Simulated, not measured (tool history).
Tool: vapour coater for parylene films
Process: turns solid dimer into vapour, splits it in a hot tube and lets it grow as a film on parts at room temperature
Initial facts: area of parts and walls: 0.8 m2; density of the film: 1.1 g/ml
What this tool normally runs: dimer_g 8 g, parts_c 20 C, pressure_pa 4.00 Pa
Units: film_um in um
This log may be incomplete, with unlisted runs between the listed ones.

| run | hour | dimer_g | parts_c | pressure_pa | film_um |
|---|---|---|---|---|---|
| 1 | 0.0 | 8 | 20 | 4.00 | 7.14 |
| 2 | 21.5 | 8 | 31 | 4.00 | 4.29 |
| 3 | 44.0 | 8 | 31 | 4.00 | 4.33 |
| 4 | 61.4 | 8 | 31 | 4.00 | 4.28 |
| 5 | 81.8 | 8 | 31 | 4.00 | 4.36 |
| 6 | 104.8 | 8 | 31 | 4.00 | 4.33 |
| 7 | 121.0 | 8 | 25 | 4.00 | 5.70 |
| 8 | 132.9 | 8 | 25 | 4.00 | 5.69 |
| 9 | 144.1 | 8 | 25 | 4.00 | 5.63 |
| 10 | 160.3 | 8 | 25 | 4.00 | 5.65 |
| 11 | 180.6 | 8 | 25 | 4.00 | 5.69 |
| 12 | 196.6 | 8 | 25 | 4.00 | 5.69 |
| 13 | 206.2 | 8 | 20 | 4.00 | 7.15 |
| 14 | 227.7 | 8 | 20 | 4.00 | 7.10 |
| 15 | 250.1 | 8 | 20 | 4.00 | 7.11 |
| 16 | 269.4 | 8 | 20 | 4.00 | 7.08 |
| 17 | 279.9 | 9 | 17 | 5.23 | 8.79 |
| 18 | 290.6 | 5 | 16 | 4.00 | 5.34 |
| 19 | 308.4 | 3 | 15 | 4.00 | 3.18 |
| 20 | 320.9 | 3 | 22 | 4.00 | 2.46 |
| 21 | 335.3 | 3 | 22 | 4.00 | 2.45 |
| 22 | 352.2 | 3 | 22 | 4.00 | 2.45 |
| 23 | 374.2 | 6 | 13 | 5.21 | 6.38 |
| 24 | 392.9 | 6 | 15 | 5.21 | 6.42 |
| 25 | 405.6 | 6 | 15 | 5.71 | 6.36 |
| 26 | 423.6 | 12 | 12 | 5.71 | 12.68 |
| 27 | 441.2 | 3 | 29 | 5.18 | 1.70 |
| 28 | 453.3 | 5 | 18 | 5.18 | 4.66 |
| 29 | 470.3 | 5 | 18 | 5.18 | 4.70 |
| 30 | 482.8 | 13 | 21 | 5.18 | 10.61 |
| 31 | 496.8 | 13 | 21 | 5.18 | 10.54 |
| 32 | 509.6 | 13 | 21 | 5.18 | 10.59 |

Selected run-to-run steps in film_um, each split into two signed amounts: the part the tool would show with no hidden state at all (from settings, incoming material and random variation), and the remainder, which goes to the hidden state together with any gauge scatter not common to the measured and the hidden-state-free results:
Hidden state present: vapour lost through the trap's worn valve, %; true temperature of the parts over the reading, C; drift of the gauge itself on film_um, %.
Run 22 -> 23: dimer_g 3 -> 6, parts_c 22 -> 13, pressure_pa 4.00 -> 5.21. film_um +3.93 um: hidden state -0.21, all else +4.14.
Run 25 -> 26: dimer_g 6 -> 12, parts_c 15 -> 12. film_um +6.32 um: hidden state -0.40, all else +6.72.
Run 26 -> 27: dimer_g 12 -> 3, parts_c 12 -> 29, pressure_pa 5.71 -> 5.18. film_um -10.98 um: hidden state +0.53, all else -11.51.
Run 29 -> 30: dimer_g 5 -> 13, parts_c 18 -> 21. film_um +5.91 um: hidden state -0.19, all else +6.10.
